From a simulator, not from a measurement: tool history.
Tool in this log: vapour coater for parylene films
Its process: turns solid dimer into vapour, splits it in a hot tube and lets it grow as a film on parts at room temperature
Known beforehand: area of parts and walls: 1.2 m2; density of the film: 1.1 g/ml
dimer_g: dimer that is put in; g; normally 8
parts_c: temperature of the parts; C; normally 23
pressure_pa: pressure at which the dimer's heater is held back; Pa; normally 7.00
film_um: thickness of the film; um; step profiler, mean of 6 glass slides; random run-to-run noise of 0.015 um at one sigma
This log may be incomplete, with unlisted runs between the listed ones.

| run | hour | dimer_g | parts_c | pressure_pa | film_um |
|---|---|---|---|---|---|
| 1 | 0.0 | 8 | 23 | 7.00 | 3.96 |
| 2 | 6.7 | 8 | 23 | 7.00 | 3.95 |
| 3 | 16.5 | 6 | 23 | 7.00 | 2.96 |
| 4 | 23.8 | 6 | 23 | 7.00 | 2.95 |
| 5 | 32.4 | 8 | 23 | 7.00 | 3.93 |
| 6 | 47.2 | 4 | 23 | 7.00 | 1.94 |
| 7 | 61.4 | 5 | 18 | 7.00 | 3.08 |
| 8 | 75.0 | 5 | 18 | 7.00 | 3.08 |
|  | 84.1 | trap's valve overhauled |
| 9 | 91.3 | 8 | 25 | 7.00 | 3.94 |
| 10 | 104.9 | 3 | 27 | 4.13 | 1.36 |
| 11 | 111.4 | 5 | 27 | 4.13 | 2.29 |

Forecast each of these 5 alternatives for the next run:
| A | 119.1 | 5 | 18 | 4.13 | ? |
| B | 119.1 | 10 | 28 | 7.00 | ? |
| C | 119.1 | 6 | 18 | 3.63 | ? |
| D | 119.1 | 5 | 34 | 4.74 | ? |
| E | 119.1 | 11 | 23 | 3.80 | ? |

| run | film_um |
|---|---|
| A | 3.47 |
| B | 4.24 |
| C | 4.21 |
| D | 1.62 |
| E | 6.07 |
With no hidden state in the tool, these same runs would have given:
| run | film_um |
|---|---|
| A | 3.48 |
| B | 4.25 |
| C | 4.21 |
| D | 1.62 |
| E | 6.08 |
